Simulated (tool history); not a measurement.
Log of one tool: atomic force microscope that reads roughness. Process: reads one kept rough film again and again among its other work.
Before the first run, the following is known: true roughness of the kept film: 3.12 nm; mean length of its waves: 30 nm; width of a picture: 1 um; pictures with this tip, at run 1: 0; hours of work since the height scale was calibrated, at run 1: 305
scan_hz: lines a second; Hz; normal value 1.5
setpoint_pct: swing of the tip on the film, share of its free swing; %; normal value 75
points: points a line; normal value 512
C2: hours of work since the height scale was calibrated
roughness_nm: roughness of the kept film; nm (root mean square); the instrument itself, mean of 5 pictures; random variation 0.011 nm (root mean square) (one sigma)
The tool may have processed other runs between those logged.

Run 1, hour 0: usual settings; pictures with this tip 0; C2 305. Result: roughness_nm 2.646 nm (root mean square).
Run 2, hour 25.5: usual settings; pictures with this tip 31; C2 318. Result: roughness_nm 2.555 nm (root mean square).
Run 3, hour 37.2: usual settings; pictures with this tip 45; C2 324. Result: roughness_nm 2.502 nm (root mean square).
Run 4, hour 54.8: usual settings; pictures with this tip 66; C2 333. Result: roughness_nm 2.452 nm (root mean square).
Run 5, hour 75.5: usual settings; pictures with this tip 92; C2 344. Result: roughness_nm 2.376 nm (root mean square).
Run 6, hour 103.1: usual settings; pictures with this tip 125; C2 359. Result: roughness_nm 2.298 nm (root mean square).
Run 7, hour 127.1: usual settings but scan_hz 0.78 Hz; pictures with this tip 154; C2 371. Result: roughness_nm 2.278 nm (root mean square).
Run 8, hour 153.6: usual settings but setpoint_pct 57 %; pictures with this tip 186; C2 385. Result: roughness_nm 2.207 nm (root mean square).
Run 9, hour 174.6: usual settings; pictures with this tip 212; C2 396. Result: roughness_nm 2.114 nm (root mean square).
Run 10, hour 189.2: usual settings; pictures with this tip 230; C2 404. Result: roughness_nm 2.051 nm (root mean square).
Run 11, hour 208: usual settings but scan_hz 2.22 Hz, setpoint_pct 71 %, points 278; pictures with this tip 252; C2 413. Result: roughness_nm 2.014 nm (root mean square).
Run 12, hour 223.2: usual settings but scan_hz 0.63 Hz, setpoint_pct 59 %, points 416; pictures with this tip 271; C2 421. Result: roughness_nm 2.057 nm (root mean square).
Run 13, hour 245.2: usual settings but scan_hz 1.88 Hz, setpoint_pct 59 %, points 279; pictures with this tip 297; C2 433. Result: roughness_nm 1.965 nm (root mean square).
Run 14, hour 265.3: usual settings but scan_hz 1.88 Hz, setpoint_pct 68 %, points 279; pictures with this tip 322; C2 443. Result: roughness_nm 1.927 nm (root mean square).
At hour 271.1: new tip fitted.
Run 15, hour 290.7: usual settings but scan_hz 3.19 Hz, setpoint_pct 68 %, points 824; pictures with this tip 24; C2 456. Result: roughness_nm 2.532 nm (root mean square).
Run 16, hour 311.1: usual settings but scan_hz 3.14 Hz, setpoint_pct 68 %, points 790; pictures with this tip 49; C2 467. Result: roughness_nm 2.462 nm (root mean square).
Run 17, hour 327.6: usual settings but scan_hz 1.71 Hz, setpoint_pct 83 %, points 343; pictures with this tip 69; C2 476. Result: roughness_nm 2.364 nm (root mean square).
Run 18, hour 353.3: usual settings but scan_hz 0.77 Hz; pictures with this tip 100; C2 489. Result: roughness_nm 2.407 nm (root mean square).
Run 19, hour 373.6: usual settings but scan_hz 0.77 Hz; pictures with this tip 125; C2 499. Result: roughness_nm 2.329 nm (root mean square).
Run 20, hour 386.3: usual settings but scan_hz 0.77 Hz; pictures with this tip 140; C2 506. Result: roughness_nm 2.312 nm (root mean square).

What if the next run were any one of these 4? Each begins from the tool's condition after run 20:
Run A, hour 407.8: usual settings but scan_hz 0.78 Hz, setpoint_pct 65 %, points 304; pictures with this tip 166; C2 517. Result: roughness_nm ?.
Run B, hour 407.8: usual settings but setpoint_pct 83 %; pictures with this tip 166; C2 517. Result: roughness_nm ?.
Run C, hour 407.8: usual settings but scan_hz 0.96 Hz, setpoint_pct 86 %, points 325; pictures with this tip 166; C2 517. Result: roughness_nm ?.
Run D, hour 407.8: usual settings but scan_hz 0.97 Hz, setpoint_pct 68 %; pictures with this tip 166; C2 517. Result: roughness_nm ?.

run  roughness_nm
  A         2.249
  B         2.176
  C          2.19
  D         2.253
With no hidden state in the tool, these same runs would have given:
run  roughness_nm
  A         2.683
  B         2.594
  C         2.612
  D         2.688
